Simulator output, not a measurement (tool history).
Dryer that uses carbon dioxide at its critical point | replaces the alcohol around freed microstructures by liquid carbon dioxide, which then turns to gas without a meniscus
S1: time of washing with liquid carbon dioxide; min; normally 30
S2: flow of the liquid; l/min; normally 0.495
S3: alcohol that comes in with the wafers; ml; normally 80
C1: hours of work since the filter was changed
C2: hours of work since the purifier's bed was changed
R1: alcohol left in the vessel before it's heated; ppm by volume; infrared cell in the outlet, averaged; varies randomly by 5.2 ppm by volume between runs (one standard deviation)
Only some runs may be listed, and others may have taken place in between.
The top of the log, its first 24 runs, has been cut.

{"run": 25, "day": 9.692, "S1": 20, "S2": 0.684, "S3": 78, "C1": 129, "C2": 239, "R1": 223}
{"run": 26, "day": 9.958, "S1": 20, "S2": 0.684, "S3": 78, "C1": 134, "C2": 243, "R1": 214}
{"run": 27, "day": 10.346, "S1": 20, "S2": 0.684, "S3": 78, "C1": 140, "C2": 250, "R1": 221}
{"run": 28, "day": 10.583, "S1": 41, "S2": 0.631, "S3": 80, "C1": 144, "C2": 254, "R1": 28}
{"run": 29, "day": 11.096, "S1": 34, "S2": 0.495, "S3": 80, "C1": 152, "C2": 262, "R1": 101}
{"run": 30, "day": 11.433, "S1": 19, "S2": 0.495, "S3": 43, "C1": 158, "C2": 267, "R1": 629}
{"run": 31, "day": 11.792, "S1": 30, "S2": 0.612, "S3": 80, "C1": 163, "C2": 273, "R1": 72}
{"run": 32, "day": 12.212, "S1": 30, "S2": 0.621, "S3": 54, "C1": 170, "C2": 280, "R1": 63}
{"run": 33, "day": 12.667, "S1": 30, "S2": 0.606, "S3": 80, "C1": 178, "C2": 287, "R1": 78}
{"run": 34, "day": 13.158, "S1": 35, "S2": 0.367, "S3": 74, "C1": 185, "C2": 295, "R1": 373}
{"run": 35, "day": 13.662, "S1": 35, "S2": 0.367, "S3": 74, "C1": 194, "C2": 303, "R1": 382}
{"run": 36, "day": 14.142, "S1": 35, "S2": 0.367, "S3": 74, "C1": 201, "C2": 311, "R1": 390}
{"run": 37, "day": 14.638, "S1": 24, "S2": 0.495, "S3": 44, "C1": 209, "C2": 319, "R1": 318}
{"run": 38, "day": 14.942, "S1": 25, "S2": 0.606, "S3": 23, "C1": 214, "C2": 324, "R1": 82}
{"run": 39, "day": 15.333, "S1": 43, "S2": 0.439, "S3": 29, "C1": 221, "C2": 330, "R1": 62}
{"day": 15.542, "done": "inlet filter changed"}
{"run": 40, "day": 15.596, "S1": 39, "S2": 0.495, "S3": 80, "C1": 1, "C2": 334, "R1": 68}
{"run": 41, "day": 15.879, "S1": 39, "S2": 0.495, "S3": 80, "C1": 5, "C2": 339, "R1": 63}
{"run": 42, "day": 16.121, "S1": 39, "S2": 0.495, "S3": 80, "C1": 9, "C2": 343, "R1": 66}
{"run": 43, "day": 16.546, "S1": 46, "S2": 0.794, "S3": 80, "C1": 16, "C2": 349, "R1": 46}
{"run": 44, "day": 16.892, "S1": 47, "S2": 0.345, "S3": 77, "C1": 22, "C2": 355, "R1": 109}
{"run": 45, "day": 17.175, "S1": 27, "S2": 0.495, "S3": 80, "C1": 26, "C2": 360, "R1": 228}
{"run": 46, "day": 17.425, "S1": 27, "S2": 0.495, "S3": 21, "C1": 30, "C2": 364, "R1": 100}
{"run": 47, "day": 17.671, "S1": 32, "S2": 0.627, "S3": 55, "C1": 34, "C2": 368, "R1": 62}

Forecast each of these 3 alternatives for the next run:
{"run": "A", "day": 17.942, "S1": 35, "S2": 0.36, "S3": 66, "C1": 39, "C2": 372, "R1": "?"}
{"run": "B", "day": 17.942, "S1": 30, "S2": 0.495, "S3": 43, "C1": 39, "C2": 372, "R1": "?"}
{"run": "C", "day": 17.942, "S1": 35, "S2": 0.65, "S3": 49, "C1": 39, "C2": 372, "R1": "?"}

run=A R1=278
run=B R1=113
run=C R1=42
Stripped of hidden state, with their random variation kept, the same runs would have yielded:
run=A R1=210
run=B R1=58
run=C R1=0

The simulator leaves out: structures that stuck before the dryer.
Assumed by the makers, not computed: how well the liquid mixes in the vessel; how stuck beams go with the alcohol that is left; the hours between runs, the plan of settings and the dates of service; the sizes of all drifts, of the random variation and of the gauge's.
